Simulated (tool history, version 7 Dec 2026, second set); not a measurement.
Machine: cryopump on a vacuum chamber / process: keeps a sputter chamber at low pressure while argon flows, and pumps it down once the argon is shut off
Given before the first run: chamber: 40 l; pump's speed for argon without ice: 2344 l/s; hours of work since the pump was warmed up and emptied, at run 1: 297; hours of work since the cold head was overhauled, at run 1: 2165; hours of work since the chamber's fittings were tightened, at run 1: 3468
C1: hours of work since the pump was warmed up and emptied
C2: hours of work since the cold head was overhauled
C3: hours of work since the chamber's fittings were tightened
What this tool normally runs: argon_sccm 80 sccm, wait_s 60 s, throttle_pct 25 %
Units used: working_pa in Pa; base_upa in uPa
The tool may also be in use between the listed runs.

run 1 hour=0 | argon_sccm=80 wait_s=60 throttle_pct=25 | C1=297 C2=2165 C3=3468 | working_pa=0.2383 base_upa=1.58
run 2 hour=79.3 | argon_sccm=80 wait_s=60 throttle_pct=25 | C1=337 C2=2204 C3=3508 | working_pa=0.2412 base_upa=1.72
run 3 hour=164.4 | argon_sccm=80 wait_s=60 throttle_pct=25 | C1=380 C2=2247 C3=3551 | working_pa=0.2407 base_upa=1.66
run 4 hour=215 | argon_sccm=41 wait_s=60 throttle_pct=25 | C1=405 C2=2272 C3=3576 | working_pa=0.1242 base_upa=1.63
run 5 hour=271.4 | argon_sccm=46 wait_s=60 throttle_pct=25 | C1=433 C2=2301 C3=3604 | working_pa=0.1411 base_upa=1.74
run 6 hour=349 | argon_sccm=46 wait_s=60 throttle_pct=25 | C1=472 C2=2339 C3=3643 | working_pa=0.1423 base_upa=1.79
run 7 hour=425.2 | argon_sccm=46 wait_s=60 throttle_pct=25 | C1=510 C2=2378 C3=3681 | working_pa=0.1424 base_upa=1.81
run 8 hour=519.3 | argon_sccm=80 wait_s=60 throttle_pct=25 | C1=557 C2=2425 C3=3728 | working_pa=0.2487 base_upa=1.87
run 9 hour=632.3 | argon_sccm=80 wait_s=60 throttle_pct=25 | C1=614 C2=2481 C3=3785 | working_pa=0.2533 base_upa=1.92
run 10 hour=746.6 | argon_sccm=80 wait_s=60 throttle_pct=25 | C1=671 C2=2538 C3=3842 | working_pa=0.2537 base_upa=1.94
run 11 hour=857.3 | argon_sccm=80 wait_s=60 throttle_pct=25 | C1=726 C2=2594 C3=3897 | working_pa=0.2539 base_upa=2
run 12 hour=924 | argon_sccm=80 wait_s=60 throttle_pct=25 | C1=760 C2=2627 C3=3931 | working_pa=0.2548 base_upa=2.04
-- hour=1019.7 leaking fittings of the chamber tightened, without venting
run 13 hour=1035.2 | argon_sccm=80 wait_s=60 throttle_pct=25 | C1=814 C2=2682 C3=8 | working_pa=0.2577 base_upa=0.81
run 14 hour=1146.1 | argon_sccm=80 wait_s=60 throttle_pct=25 | C1=870 C2=2737 C3=63 | working_pa=0.2635 base_upa=0.82
-- hour=1245.4 pump warmed up, emptied and cooled again
run 15 hour=1251.8 | argon_sccm=80 wait_s=125 throttle_pct=25 | C1=3 C2=2788 C3=114 | working_pa=0.2327 base_upa=0.45
run 16 hour=1317.2 | argon_sccm=80 wait_s=125 throttle_pct=25 | C1=36 C2=2820 C3=146 | working_pa=0.233 base_upa=0.46
run 17 hour=1384.1 | argon_sccm=80 wait_s=125 throttle_pct=25 | C1=69 C2=2854 C3=180 | working_pa=0.2356 base_upa=0.49
run 18 hour=1490.8 | argon_sccm=34 wait_s=298 throttle_pct=27 | C1=123 C2=2907 C3=233 | working_pa=0.0932 base_upa=0.31
run 19 hour=1605.8 | argon_sccm=34 wait_s=298 throttle_pct=27 | C1=180 C2=2965 C3=291 | working_pa=0.0926 base_upa=0.35
run 20 hour=1708.8 | argon_sccm=34 wait_s=298 throttle_pct=27 | C1=232 C2=3016 C3=342 | working_pa=0.0941 base_upa=0.35
run 21 hour=1777.8 | argon_sccm=38 wait_s=60 throttle_pct=25 | C1=266 C2=3051 C3=377 | working_pa=0.1137 base_upa=0.83
run 22 hour=1871.8 | argon_sccm=107 wait_s=56 throttle_pct=44 | C1=313 C2=3098 C3=424 | working_pa=0.1896 base_upa=0.94
run 23 hour=1939.9 | argon_sccm=107 wait_s=56 throttle_pct=44 | C1=347 C2=3132 C3=458 | working_pa=0.1929 base_upa=0.96
run 24 hour=2008.7 | argon_sccm=128 wait_s=60 throttle_pct=21 | C1=382 C2=3166 C3=492 | working_pa=0.4586 base_upa=0.95
run 25 hour=2057.4 | argon_sccm=80 wait_s=60 throttle_pct=16 | C1=406 C2=3191 C3=517 | working_pa=0.3747 base_upa=0.84
run 26 hour=2118.8 | argon_sccm=41 wait_s=46 throttle_pct=27 | C1=437 C2=3221 C3=547 | working_pa=0.117 base_upa=1.09
run 27 hour=2226.9 | argon_sccm=34 wait_s=46 throttle_pct=27 | C1=491 C2=3276 C3=602 | working_pa=0.0981 base_upa=1.11
run 28 hour=2291.3 | argon_sccm=34 wait_s=46 throttle_pct=27 | C1=523 C2=3308 C3=634 | working_pa=0.0974 base_upa=1.12
run 29 hour=2401.1 | argon_sccm=78 wait_s=27 throttle_pct=16 | C1=578 C2=3363 C3=689 | working_pa=0.3728 base_upa=1.69
run 30 hour=2449.9 | argon_sccm=78 wait_s=27 throttle_pct=16 | C1=603 C2=3387 C3=713 | working_pa=0.3725 base_upa=1.72
run 31 hour=2505.6 | argon_sccm=78 wait_s=27 throttle_pct=16 | C1=631 C2=3415 C3=741 | working_pa=0.3748 base_upa=1.76
run 32 hour=2560.2 | argon_sccm=85 wait_s=161 throttle_pct=46 | C1=658 C2=3442 C3=768 | working_pa=0.1574 base_upa=0.63
run 33 hour=2671.3 | argon_sccm=98 wait_s=188 throttle_pct=18 | C1=713 C2=3498 C3=824 | working_pa=0.4253 base_upa=0.69

4 options for the next run, each taken on its own from the tool as it stands now. Forecast them:
run A hour=2726.7 | argon_sccm=89 wait_s=116 throttle_pct=34 | C1=741 C2=3526 C3=852 | working_pa=? base_upa=?
run B hour=2726.7 | argon_sccm=150 wait_s=60 throttle_pct=25 | C1=741 C2=3526 C3=852 | working_pa=? base_upa=?
run C hour=2726.7 | argon_sccm=46 wait_s=188 throttle_pct=19 | C1=741 C2=3526 C3=852 | working_pa=? base_upa=?
run D hour=2726.7 | argon_sccm=46 wait_s=60 throttle_pct=31 | C1=741 C2=3526 C3=852 | working_pa=? base_upa=?

run=A working_pa=0.2197 base_upa=0.81
run=B working_pa=0.4847 base_upa=1.07
run=C working_pa=0.1904 base_upa=0.7
run=D working_pa=0.1226 base_upa=1.11
Take away the tool's hidden state, keep each run's random variation, and the runs would have read:
run=A working_pa=0.1894 base_upa=0.43
run=B working_pa=0.4338 base_upa=0.69
run=C working_pa=0.1748 base_upa=0.32
run=D working_pa=0.107 base_upa=0.72
